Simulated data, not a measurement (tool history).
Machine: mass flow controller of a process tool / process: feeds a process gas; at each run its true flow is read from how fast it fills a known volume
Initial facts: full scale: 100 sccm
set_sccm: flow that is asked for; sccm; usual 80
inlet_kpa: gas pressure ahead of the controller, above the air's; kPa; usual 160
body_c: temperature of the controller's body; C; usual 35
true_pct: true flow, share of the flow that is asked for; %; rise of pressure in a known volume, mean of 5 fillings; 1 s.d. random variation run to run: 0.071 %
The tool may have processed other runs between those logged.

run,day,set_sccm,inlet_kpa,body_c,true_pct
1,0,80,160,35,100.06
2,3.338,80,160,35,99.99
3,6.258,80,160,35,100.14
4,10.862,80,160,35,100.09
5,13.308,41,160,35,99.5
6,16.842,80,160,35,100.18
7,21.404,73,160,35,100.1
8,25.883,73,160,35,100.19
9,30.15,80,160,35,100.4
10,34.033,80,217,35,100.71
11,37.008,80,160,26,99.98
12,41.15,80,160,35,100.53
13,45.725,80,160,35,100.45
14,48.925,80,160,35,100.38
15,53.217,80,160,35,100.46
16,56.383,80,194,34,100.79
17,60.721,92,194,32,100.87
18,63.75,15,225,24,100.87
# day 64.2: controller's zero set anew
19,67.808,15,225,24,102.65
20,71.833,26,166,35,101.19
21,74.517,79,149,21,100.35
22,76.912,87,160,25,100.85
23,79.667,16,229,33,102.92
24,82.679,56,269,30,101.28
25,85.896,93,275,30,101.9
26,89.158,84,150,26,100.82

Below are 3 alternative next runs, each starting from the tool's condition after run 26. Predict each:
# day 89.525: controller's zero set anew, once more
A,92.946,65,160,27,?
# day 89.525: controller's zero set anew, once more
B,92.946,13,147,39,?
# day 89.525: controller's zero set anew, once more
C,92.946,84,215,35,?

run,true_pct
A,99.53
B,98.63
C,100.76
Had the tool no hidden state, the same runs would have come out as:
run,true_pct
A,98.88
B,97.9
C,100.1
